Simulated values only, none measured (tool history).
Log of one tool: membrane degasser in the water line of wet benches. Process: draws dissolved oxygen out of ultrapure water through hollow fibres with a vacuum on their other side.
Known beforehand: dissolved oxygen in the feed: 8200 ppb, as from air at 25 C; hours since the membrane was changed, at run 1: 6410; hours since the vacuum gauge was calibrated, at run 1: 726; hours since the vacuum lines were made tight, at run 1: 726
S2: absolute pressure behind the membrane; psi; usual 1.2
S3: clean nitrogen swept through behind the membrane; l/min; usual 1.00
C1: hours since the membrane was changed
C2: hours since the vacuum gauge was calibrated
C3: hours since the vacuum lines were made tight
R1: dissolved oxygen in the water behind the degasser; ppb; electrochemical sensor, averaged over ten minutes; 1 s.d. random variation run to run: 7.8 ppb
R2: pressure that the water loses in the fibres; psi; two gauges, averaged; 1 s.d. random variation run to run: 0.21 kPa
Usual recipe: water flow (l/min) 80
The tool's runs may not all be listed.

{"run": 1, "hour": 0.0, "water flow (l/min)": 80, "S2": 1.2, "S3": 1.0, "C1": 6410, "C2": 726, "C3": 726, "R1": 808.3, "R2": 7.558}
{"run": 2, "hour": 199.3, "water flow (l/min)": 80, "S2": 1.2, "S3": 1.0, "C1": 6610, "C2": 925, "C3": 925, "R1": 802.5, "R2": 7.467}
{"run": 3, "hour": 530.2, "water flow (l/min)": 97, "S2": 1.2, "S3": 1.0, "C1": 6941, "C2": 1256, "C3": 1256, "R1": 976.5, "R2": 9.192}
{"run": 4, "hour": 698.5, "water flow (l/min)": 72, "S2": 1.2, "S3": 1.0, "C1": 7109, "C2": 1424, "C3": 1424, "R1": 745.4, "R2": 6.766}
{"run": 5, "hour": 999.8, "water flow (l/min)": 72, "S2": 1.2, "S3": 1.0, "C1": 7410, "C2": 1726, "C3": 1726, "R1": 726.4, "R2": 6.811}
{"run": 6, "hour": 1139.6, "water flow (l/min)": 72, "S2": 1.2, "S3": 1.0, "C1": 7550, "C2": 1865, "C3": 1865, "R1": 745.3, "R2": 6.757}
{"run": 7, "hour": 1462.8, "water flow (l/min)": 72, "S2": 1.2, "S3": 1.0, "C1": 7873, "C2": 2189, "C3": 2189, "R1": 741.3, "R2": 6.849}
{"run": 8, "hour": 1689.9, "water flow (l/min)": 80, "S2": 1.2, "S3": 1.0, "C1": 8100, "C2": 2416, "C3": 2416, "R1": 828.1, "R2": 7.559}
{"hour": 1712.1, "done": "vacuum gauge calibrated"}
{"run": 9, "hour": 2026.4, "water flow (l/min)": 61, "S2": 1.2, "S3": 1.0, "C1": 8436, "C2": 314, "C3": 2752, "R1": 641.6, "R2": 5.781}
{"run": 10, "hour": 2214.0, "water flow (l/min)": 80, "S2": 1.2, "S3": 1.0, "C1": 8624, "C2": 502, "C3": 2939, "R1": 844.3, "R2": 7.551}
{"hour": 2262.5, "done": "vacuum gauge calibrated, once more"}
{"run": 11, "hour": 2514.1, "water flow (l/min)": 80, "S2": 1.2, "S3": 0.54, "C1": 8924, "C2": 252, "C3": 3239, "R1": 1050.8, "R2": 7.522}

Run 12 has not been measured yet. What should we expect?
{"run": 12, "hour": 2657.0, "water flow (l/min)": 80, "S2": 1.2, "S3": 0.54, "C1": 9066, "C2": 394, "C3": 3382, "R1": "?", "R2": "?"}

For run 12 the tool returned R1 1076.0 ppb, R2 7.572 psi.
With the hidden condition absent and the run-to-run variation left alone, this run would have shown R1 1039.6 ppb, R2 7.232 psi.

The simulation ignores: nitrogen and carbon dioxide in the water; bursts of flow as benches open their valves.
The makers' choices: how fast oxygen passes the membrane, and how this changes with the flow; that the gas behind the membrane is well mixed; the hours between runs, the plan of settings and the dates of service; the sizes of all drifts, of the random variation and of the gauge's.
